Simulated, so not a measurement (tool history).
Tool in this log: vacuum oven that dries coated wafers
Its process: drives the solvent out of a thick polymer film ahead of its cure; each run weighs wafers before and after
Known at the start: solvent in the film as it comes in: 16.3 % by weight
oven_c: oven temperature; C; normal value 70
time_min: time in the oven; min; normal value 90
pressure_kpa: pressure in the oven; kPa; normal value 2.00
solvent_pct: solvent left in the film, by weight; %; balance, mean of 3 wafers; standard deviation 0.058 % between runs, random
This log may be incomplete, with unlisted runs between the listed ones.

{"run": 1, "hour": 0.0, "oven_c": 70, "time_min": 90, "pressure_kpa": 2.0, "solvent_pct": 3.06}
{"run": 2, "hour": 19.1, "oven_c": 70, "time_min": 90, "pressure_kpa": 2.0, "solvent_pct": 3.08}
{"run": 3, "hour": 54.7, "oven_c": 70, "time_min": 90, "pressure_kpa": 2.0, "solvent_pct": 3.06}
{"run": 4, "hour": 76.0, "oven_c": 70, "time_min": 90, "pressure_kpa": 2.0, "solvent_pct": 3.09}
{"run": 5, "hour": 103.6, "oven_c": 70, "time_min": 90, "pressure_kpa": 2.0, "solvent_pct": 2.98}
{"run": 6, "hour": 141.9, "oven_c": 70, "time_min": 90, "pressure_kpa": 2.0, "solvent_pct": 2.94}
{"run": 7, "hour": 178.4, "oven_c": 70, "time_min": 90, "pressure_kpa": 2.0, "solvent_pct": 2.95}
{"run": 8, "hour": 215.9, "oven_c": 70, "time_min": 90, "pressure_kpa": 2.0, "solvent_pct": 3.08}
{"run": 9, "hour": 259.6, "oven_c": 70, "time_min": 156, "pressure_kpa": 2.0, "solvent_pct": 1.17}
{"run": 10, "hour": 304.7, "oven_c": 70, "time_min": 156, "pressure_kpa": 2.0, "solvent_pct": 1.23}
{"run": 11, "hour": 350.1, "oven_c": 70, "time_min": 95, "pressure_kpa": 2.0, "solvent_pct": 2.82}
{"run": 12, "hour": 385.3, "oven_c": 76, "time_min": 95, "pressure_kpa": 2.23, "solvent_pct": 1.09}
{"run": 13, "hour": 410.7, "oven_c": 79, "time_min": 63, "pressure_kpa": 2.23, "solvent_pct": 1.55}
{"run": 14, "hour": 449.6, "oven_c": 79, "time_min": 63, "pressure_kpa": 2.23, "solvent_pct": 1.69}
{"run": 15, "hour": 488.9, "oven_c": 70, "time_min": 90, "pressure_kpa": 2.09, "solvent_pct": 2.96}
{"run": 16, "hour": 523.7, "oven_c": 70, "time_min": 90, "pressure_kpa": 2.09, "solvent_pct": 2.95}
{"run": 17, "hour": 550.4, "oven_c": 72, "time_min": 137, "pressure_kpa": 3.73, "solvent_pct": 1.36}
{"run": 18, "hour": 576.2, "oven_c": 65, "time_min": 75, "pressure_kpa": 3.74, "solvent_pct": 6.15}

Consider 3 possible next runs. They are alternatives, not a sequence: every one starts from the tool as it was left by run 18. What does each give?
{"run": "A", "hour": 619.8, "oven_c": 63, "time_min": 54, "pressure_kpa": 2.3, "solvent_pct": "?"}
{"run": "B", "hour": 619.8, "oven_c": 64, "time_min": 67, "pressure_kpa": 7.17, "solvent_pct": "?"}
{"run": "C", "hour": 619.8, "oven_c": 65, "time_min": 75, "pressure_kpa": 2.05, "solvent_pct": "?"}

run=A solvent_pct=8.08
run=B solvent_pct=7.44
run=C solvent_pct=5.77
Without the tool's unlogged condition, the same runs would have read:
run=A solvent_pct=8.10
run=B solvent_pct=7.46
run=C solvent_pct=5.78
